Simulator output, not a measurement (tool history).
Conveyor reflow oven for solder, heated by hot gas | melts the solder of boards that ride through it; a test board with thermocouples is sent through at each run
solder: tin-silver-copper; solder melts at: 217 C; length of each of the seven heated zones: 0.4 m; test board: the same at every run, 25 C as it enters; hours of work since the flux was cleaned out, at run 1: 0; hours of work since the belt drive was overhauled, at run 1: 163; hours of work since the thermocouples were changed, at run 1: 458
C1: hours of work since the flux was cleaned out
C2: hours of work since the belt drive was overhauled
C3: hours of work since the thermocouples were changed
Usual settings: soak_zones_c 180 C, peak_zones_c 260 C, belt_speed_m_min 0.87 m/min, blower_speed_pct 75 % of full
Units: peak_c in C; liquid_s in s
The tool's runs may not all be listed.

{"run": 1, "day": 0.0, "soak_zones_c": 180, "peak_zones_c": 260, "belt_speed_m_min": 0.87, "blower_speed_pct": 75, "C1": 0, "C2": 163, "C3": 458, "peak_c": 249, "liquid_s": 42.3}
{"run": 2, "day": 0.488, "soak_zones_c": 180, "peak_zones_c": 257, "belt_speed_m_min": 0.87, "blower_speed_pct": 75, "C1": 7, "C2": 170, "C3": 464, "peak_c": 245.6, "liquid_s": 40.9}
{"run": 3, "day": 0.996, "soak_zones_c": 180, "peak_zones_c": 257, "belt_speed_m_min": 0.977, "blower_speed_pct": 75, "C1": 14, "C2": 176, "C3": 471, "peak_c": 242.3, "liquid_s": 34.2}
{"run": 4, "day": 1.312, "soak_zones_c": 180, "peak_zones_c": 257, "belt_speed_m_min": 0.977, "blower_speed_pct": 75, "C1": 18, "C2": 181, "C3": 476, "peak_c": 243.3, "liquid_s": 33.8}
{"run": 5, "day": 1.779, "soak_zones_c": 180, "peak_zones_c": 262, "belt_speed_m_min": 0.87, "blower_speed_pct": 75, "C1": 24, "C2": 187, "C3": 482, "peak_c": 250.7, "liquid_s": 42.9}
{"run": 6, "day": 2.275, "soak_zones_c": 180, "peak_zones_c": 268, "belt_speed_m_min": 0.87, "blower_speed_pct": 75, "C1": 31, "C2": 194, "C3": 489, "peak_c": 255.4, "liquid_s": 45.8}
{"run": 7, "day": 2.562, "soak_zones_c": 180, "peak_zones_c": 268, "belt_speed_m_min": 0.87, "blower_speed_pct": 75, "C1": 35, "C2": 198, "C3": 493, "peak_c": 255.3, "liquid_s": 45.5}
{"run": 8, "day": 3.092, "soak_zones_c": 180, "peak_zones_c": 268, "belt_speed_m_min": 0.87, "blower_speed_pct": 75, "C1": 42, "C2": 205, "C3": 500, "peak_c": 256, "liquid_s": 45.4}
{"run": 9, "day": 3.379, "soak_zones_c": 180, "peak_zones_c": 268, "belt_speed_m_min": 0.87, "blower_speed_pct": 75, "C1": 46, "C2": 209, "C3": 504, "peak_c": 256.4, "liquid_s": 45}
{"run": 10, "day": 3.675, "soak_zones_c": 180, "peak_zones_c": 260, "belt_speed_m_min": 0.87, "blower_speed_pct": 88, "C1": 50, "C2": 213, "C3": 508, "peak_c": 250.4, "liquid_s": 43.5}
{"run": 11, "day": 4.121, "soak_zones_c": 180, "peak_zones_c": 260, "belt_speed_m_min": 0.87, "blower_speed_pct": 51, "C1": 56, "C2": 219, "C3": 514, "peak_c": 242.4, "liquid_s": 35.7}
{"run": 12, "day": 4.746, "soak_zones_c": 180, "peak_zones_c": 260, "belt_speed_m_min": 0.87, "blower_speed_pct": 75, "C1": 65, "C2": 228, "C3": 523, "peak_c": 248.9, "liquid_s": 41.3}
{"run": 13, "day": 5.129, "soak_zones_c": 180, "peak_zones_c": 260, "belt_speed_m_min": 0.87, "blower_speed_pct": 75, "C1": 70, "C2": 233, "C3": 528, "peak_c": 248.1, "liquid_s": 41.9}
{"run": 14, "day": 5.517, "soak_zones_c": 180, "peak_zones_c": 260, "belt_speed_m_min": 0.87, "blower_speed_pct": 75, "C1": 75, "C2": 238, "C3": 533, "peak_c": 248.1, "liquid_s": 41.4}
{"run": 15, "day": 6.096, "soak_zones_c": 183, "peak_zones_c": 260, "belt_speed_m_min": 0.87, "blower_speed_pct": 75, "C1": 83, "C2": 246, "C3": 541, "peak_c": 248.5, "liquid_s": 42.9}
{"run": 16, "day": 6.704, "soak_zones_c": 183, "peak_zones_c": 260, "belt_speed_m_min": 0.87, "blower_speed_pct": 75, "C1": 91, "C2": 254, "C3": 549, "peak_c": 248.8, "liquid_s": 43}
{"run": 17, "day": 7.112, "soak_zones_c": 179, "peak_zones_c": 260, "belt_speed_m_min": 0.87, "blower_speed_pct": 72, "C1": 97, "C2": 260, "C3": 555, "peak_c": 247.6, "liquid_s": 40.2}
{"run": 18, "day": 7.6, "soak_zones_c": 179, "peak_zones_c": 260, "belt_speed_m_min": 0.803, "blower_speed_pct": 72, "C1": 104, "C2": 267, "C3": 561, "peak_c": 248.4, "liquid_s": 46.2}
{"run": 19, "day": 8.204, "soak_zones_c": 185, "peak_zones_c": 265, "belt_speed_m_min": 0.803, "blower_speed_pct": 52, "C1": 112, "C2": 275, "C3": 570, "peak_c": 249.5, "liquid_s": 46.2}
{"run": 20, "day": 8.671, "soak_zones_c": 185, "peak_zones_c": 265, "belt_speed_m_min": 0.852, "blower_speed_pct": 61, "C1": 118, "C2": 281, "C3": 576, "peak_c": 250.6, "liquid_s": 44.9}
{"run": 21, "day": 9.217, "soak_zones_c": 191, "peak_zones_c": 271, "belt_speed_m_min": 0.852, "blower_speed_pct": 61, "C1": 126, "C2": 289, "C3": 584, "peak_c": 256.7, "liquid_s": 50.4}
{"run": 22, "day": 9.483, "soak_zones_c": 194, "peak_zones_c": 260, "belt_speed_m_min": 0.87, "blower_speed_pct": 75, "C1": 129, "C2": 292, "C3": 587, "peak_c": 250, "liquid_s": 46.9}
{"run": 23, "day": 9.758, "soak_zones_c": 180, "peak_zones_c": 271, "belt_speed_m_min": 0.711, "blower_speed_pct": 75, "C1": 133, "C2": 296, "C3": 591, "peak_c": 261.8, "liquid_s": 59.6}
{"run": 24, "day": 10.288, "soak_zones_c": 180, "peak_zones_c": 271, "belt_speed_m_min": 0.711, "blower_speed_pct": 75, "C1": 140, "C2": 303, "C3": 598, "peak_c": 262.2, "liquid_s": 59.9}
{"run": 25, "day": 10.812, "soak_zones_c": 175, "peak_zones_c": 260, "belt_speed_m_min": 0.711, "blower_speed_pct": 56, "C1": 147, "C2": 310, "C3": 605, "peak_c": 248.2, "liquid_s": 49.6}
{"run": 26, "day": 11.262, "soak_zones_c": 175, "peak_zones_c": 260, "belt_speed_m_min": 0.711, "blower_speed_pct": 56, "C1": 154, "C2": 317, "C3": 611, "peak_c": 247.5, "liquid_s": 49.4}
{"run": 27, "day": 11.792, "soak_zones_c": 193, "peak_zones_c": 273, "belt_speed_m_min": 0.736, "blower_speed_pct": 81, "C1": 161, "C2": 324, "C3": 619, "peak_c": 265.5, "liquid_s": 62.6}
{"run": 28, "day": 12.233, "soak_zones_c": 167, "peak_zones_c": 266, "belt_speed_m_min": 0.87, "blower_speed_pct": 66, "C1": 167, "C2": 330, "C3": 625, "peak_c": 248.7, "liquid_s": 38}
{"run": 29, "day": 12.725, "soak_zones_c": 180, "peak_zones_c": 260, "belt_speed_m_min": 0.938, "blower_speed_pct": 50, "C1": 174, "C2": 336, "C3": 631, "peak_c": 237.8, "liquid_s": 29.8}
{"run": 30, "day": 13.092, "soak_zones_c": 180, "peak_zones_c": 260, "belt_speed_m_min": 0.938, "blower_speed_pct": 50, "C1": 179, "C2": 341, "C3": 636, "peak_c": 237.6, "liquid_s": 29.2}
{"run": 31, "day": 13.4, "soak_zones_c": 180, "peak_zones_c": 260, "belt_speed_m_min": 0.938, "blower_speed_pct": 50, "C1": 183, "C2": 346, "C3": 641, "peak_c": 238.5, "liquid_s": 29.9}

Forecast each of these 4 alternatives for the next run:
{"run": "A", "day": 13.712, "soak_zones_c": 177, "peak_zones_c": 260, "belt_speed_m_min": 0.987, "blower_speed_pct": 90, "C1": 187, "C2": 350, "C3": 645, "peak_c": "?", "liquid_s": "?"}
{"run": "B", "day": 13.712, "soak_zones_c": 180, "peak_zones_c": 260, "belt_speed_m_min": 0.959, "blower_speed_pct": 50, "C1": 187, "C2": 350, "C3": 645, "peak_c": "?", "liquid_s": "?"}
{"run": "C", "day": 13.712, "soak_zones_c": 191, "peak_zones_c": 255, "belt_speed_m_min": 0.938, "blower_speed_pct": 54, "C1": 187, "C2": 350, "C3": 645, "peak_c": "?", "liquid_s": "?"}
{"run": "D", "day": 13.712, "soak_zones_c": 169, "peak_zones_c": 260, "belt_speed_m_min": 0.786, "blower_speed_pct": 75, "C1": 187, "C2": 350, "C3": 645, "peak_c": "?", "liquid_s": "?"}

run=A peak_c=247 liquid_s=35.6
run=B peak_c=237.4 liquid_s=27.9
run=C peak_c=238.7 liquid_s=33.6
run=D peak_c=248.9 liquid_s=44
Without the tool's hidden state the same runs would have given:
run=A peak_c=249.1 liquid_s=36.8
run=B peak_c=239 liquid_s=29.3
run=C peak_c=240.3 liquid_s=34.9
run=D peak_c=250.7 liquid_s=45.1
